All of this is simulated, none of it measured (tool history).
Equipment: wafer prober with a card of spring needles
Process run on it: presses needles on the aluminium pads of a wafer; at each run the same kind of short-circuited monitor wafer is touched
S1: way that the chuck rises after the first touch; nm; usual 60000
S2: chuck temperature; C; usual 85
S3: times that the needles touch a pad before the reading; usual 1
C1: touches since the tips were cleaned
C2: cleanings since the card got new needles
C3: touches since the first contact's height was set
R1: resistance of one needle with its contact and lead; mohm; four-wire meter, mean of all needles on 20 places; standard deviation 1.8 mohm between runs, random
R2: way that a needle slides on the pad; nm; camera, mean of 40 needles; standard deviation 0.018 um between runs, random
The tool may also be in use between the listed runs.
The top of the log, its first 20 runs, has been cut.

run	hour	S1	S2	S3	C1	C2	C3	R1	R2
21	127.5	58000	86	1	7038	4	39765	186	15660
# hour 132.7: tips cleaned on abrasive film
22	133.0	58000	86	1	56	5	40882	186	15660
23	141.5	44000	92	2	1799	5	42625	200	11920
24	146.6	44000	70	2	2851	5	43677	191	11900
25	153.9	41000	70	2	4347	5	45173	194	11130
26	158.2	41000	70	2	5234	5	46060	193	11120
27	165.4	41000	70	2	6705	5	47531	195	11080
28	169.5	50000	31	2	7558	5	48384	179	13520
# hour 172.3: tips cleaned on abrasive film
29	175.8	61000	33	1	724	6	49667	178	16480
30	184.2	57000	85	1	2437	6	51380	187	15420
31	189.8	52000	25	2	3599	6	52542	177	14050
32	194.5	48000	37	2	4561	6	53504	181	12960
33	201.9	48000	37	2	6088	6	55031	183	12960
34	205.8	48000	37	2	6889	6	55832	183	12980

Forecast each of these 3 alternatives for the next run:
# hour 212.2: tips cleaned on abrasive film
A	212.2	64000	38	2	0	7	57119	?	?
# hour 212.2: tips cleaned on abrasive film
B	212.2	60000	79	1	0	7	57119	?	?
# hour 212.2: tips cleaned on abrasive film
C	212.2	74000	29	3	0	7	57119	?	?

run	R1	R2
A	176	17310
B	185	16230
C	173	20000
Had the tool no hidden state, the same runs would have come out as:
run	R1	R2
A	176	17310
B	185	16230
C	173	20000
